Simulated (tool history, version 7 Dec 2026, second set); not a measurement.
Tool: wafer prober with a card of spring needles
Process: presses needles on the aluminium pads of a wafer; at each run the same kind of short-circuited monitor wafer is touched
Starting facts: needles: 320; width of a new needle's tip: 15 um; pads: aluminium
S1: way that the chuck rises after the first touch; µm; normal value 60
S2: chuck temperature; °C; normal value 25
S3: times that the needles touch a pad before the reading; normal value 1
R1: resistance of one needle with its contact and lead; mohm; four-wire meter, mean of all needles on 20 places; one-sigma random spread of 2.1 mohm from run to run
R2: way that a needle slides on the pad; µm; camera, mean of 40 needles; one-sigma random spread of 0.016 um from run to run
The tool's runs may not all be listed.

run    hour  S1   S2  S3   R1     R2
  1     0.0  60   25   1  234  15.25
        9.8  -- tips cleaned on abrasive film
       26.1  -- tips cleaned on abrasive film
  2    30.6  60   25   1  240  15.24
       40.5  -- tips cleaned on abrasive film
       56.8  -- tips cleaned on abrasive film
       66.4  -- height of the first contact set anew
       73.0  -- tips cleaned on abrasive film
       89.1  -- tips cleaned on abrasive film
  3    96.2  60   25   1  235  15.25
      102.7  -- tips cleaned on abrasive film
      119.1  -- tips cleaned on abrasive film
      135.4  -- tips cleaned on abrasive film
  4   144.3  60   25   1  236  15.25
      150.9  -- tips cleaned on abrasive film
      164.0  -- tips cleaned on abrasive film
      180.2  -- tips cleaned on abrasive film
  5   192.6  60   25   3  238  15.25
      195.9  -- tips cleaned on abrasive film
      212.2  -- tips cleaned on abrasive film
      227.3  -- tips cleaned on abrasive film
  6   227.3  60   25   3  236  15.25
      243.6  -- tips cleaned on abrasive film
      259.9  -- tips cleaned on abrasive film
  7   272.1  60   25   3  240  15.24
      275.5  -- tips cleaned on abrasive film
      291.8  -- tips cleaned on abrasive film
      304.9  -- tips cleaned on abrasive film
      321.2  -- tips cleaned on abrasive film
  8   325.6  68   25   1  234  17.28
      335.4  -- tips cleaned on abrasive film
      348.5  -- tips cleaned on abrasive film
      355.3  -- height of the first contact set anew
      365.1  -- tips cleaned on abrasive film
      380.8  -- tips cleaned on abrasive film
  9   380.8  78   25   1  231  19.81
      393.9  -- tips cleaned on abrasive film
      410.2  -- tips cleaned on abrasive film
 10   421.7  78   25   1  233  19.80
      425.0  -- tips cleaned on abrasive film
      441.2  -- tips cleaned on abrasive film
      457.5  -- tips cleaned on abrasive film
      473.7  -- tips cleaned on abrasive film
 11   473.7  60   25   1  237  15.22
      490.1  -- tips cleaned on abrasive film
      506.4  -- tips cleaned on abrasive film
      519.4  -- tips cleaned on abrasive film
      535.8  -- tips cleaned on abrasive film
 12   538.3  60   25   1  238  15.23
      551.4  -- tips cleaned on abrasive film
      564.5  -- tips cleaned on abrasive film
 13   571.6  60   25   1  235  15.25
      577.8  -- tips cleaned on abrasive film
      590.9  -- tips cleaned on abrasive film
      607.2  -- tips cleaned on abrasive film
      620.3  -- tips cleaned on abrasive film
 14   628.7  60   25   1  238  15.23
      635.2  -- tips cleaned on abrasive film
      645.3  -- height of the first contact set anew
      648.6  -- tips cleaned on abrasive film
      664.8  -- tips cleaned on abrasive film
 15   671.1  70   39   1  238  17.76
      680.9  -- tips cleaned on abrasive film
      694.0  -- tips cleaned on abrasive film
      710.3  -- tips cleaned on abrasive film
      726.7  -- tips cleaned on abrasive film
 16   731.9  59  107   2  258  14.95
      741.7  -- tips cleaned on abrasive film
      757.7  -- tips cleaned on abrasive film
      773.7  -- tips cleaned on abrasive film
      789.2  -- tips cleaned on abrasive film
 17   789.6  59  107   2  260  14.98
      802.7  -- tips cleaned on abrasive film
      819.0  -- tips cleaned on abrasive film
      832.6  -- tips cleaned on abrasive film
 18   832.6  59  107   2  259  14.98
      848.9  -- tips cleaned on abrasive film
      865.2  -- tips cleaned on abrasive film
      878.3  -- tips cleaned on abrasive film
 19   886.2  59  107   2  257  14.96
      892.6  -- tips cleaned on abrasive film
      908.8  -- tips cleaned on abrasive film
 20   914.9  59   28   2  240  14.96
      924.4  -- tips cleaned on abrasive film
      934.2  -- height of the first contact set anew
      940.6  -- tips cleaned on abrasive film
 21   946.3  59   28   2  238  14.95
      956.1  -- tips cleaned on abrasive film
      969.2  -- tips cleaned on abrasive film
      982.3  -- tips cleaned on abrasive film
      998.0  -- tips cleaned on abrasive film
 22   998.0  63  119   3  266  15.95
     1011.1  -- tips cleaned on abrasive film
     1024.2  -- tips cleaned on abrasive film
     1040.5  -- tips cleaned on abrasive film
     1056.7  -- tips cleaned on abrasive film
 23  1065.9  76   82   1  248  19.23
     1072.5  -- tips cleaned on abrasive film
     1088.8  -- tips cleaned on abrasive film
 24  1101.5  76   82   1  246  19.27
     1104.8  -- tips cleaned on abrasive film
     1121.1  -- tips cleaned on abrasive film
     1137.4  -- tips cleaned on abrasive film
     1150.5  -- tips cleaned on abrasive film
     1166.5  -- tips cleaned on abrasive film
 25  1167.1  60   25   2  236  15.18
     1180.2  -- tips cleaned on abrasive film
     1196.5  -- tips cleaned on abrasive film
     1211.4  -- tips cleaned on abrasive film
 26  1211.4  60   25   2  236  15.17

Branching from run 26: 3 alternative next runs. What would each branch give?
     1224.7  -- height of the first contact set anew
     1228.0  -- tips cleaned on abrasive film
     1244.2  -- tips cleaned on abrasive film
     1260.1  -- tips cleaned on abrasive film
  A  1264.6  53  29   1   ?   ?
     1224.7  -- height of the first contact set anew
     1228.0  -- tips cleaned on abrasive film
     1244.2  -- tips cleaned on abrasive film
     1260.1  -- tips cleaned on abrasive film
  B  1264.6  51  27   2   ?   ?
     1224.7  -- height of the first contact set anew
     1228.0  -- tips cleaned on abrasive film
     1244.2  -- tips cleaned on abrasive film
     1260.1  -- tips cleaned on abrasive film
  C  1264.6  44  39   2   ?   ?

run   R1     R2
  A  239  13.41
  B  241  12.89
  C  245  11.15
Stripped of hidden state, with their random variation kept, the same runs would have yielded:
run   R1     R2
  A  239  13.49
  B  240  12.97
  C  245  11.21

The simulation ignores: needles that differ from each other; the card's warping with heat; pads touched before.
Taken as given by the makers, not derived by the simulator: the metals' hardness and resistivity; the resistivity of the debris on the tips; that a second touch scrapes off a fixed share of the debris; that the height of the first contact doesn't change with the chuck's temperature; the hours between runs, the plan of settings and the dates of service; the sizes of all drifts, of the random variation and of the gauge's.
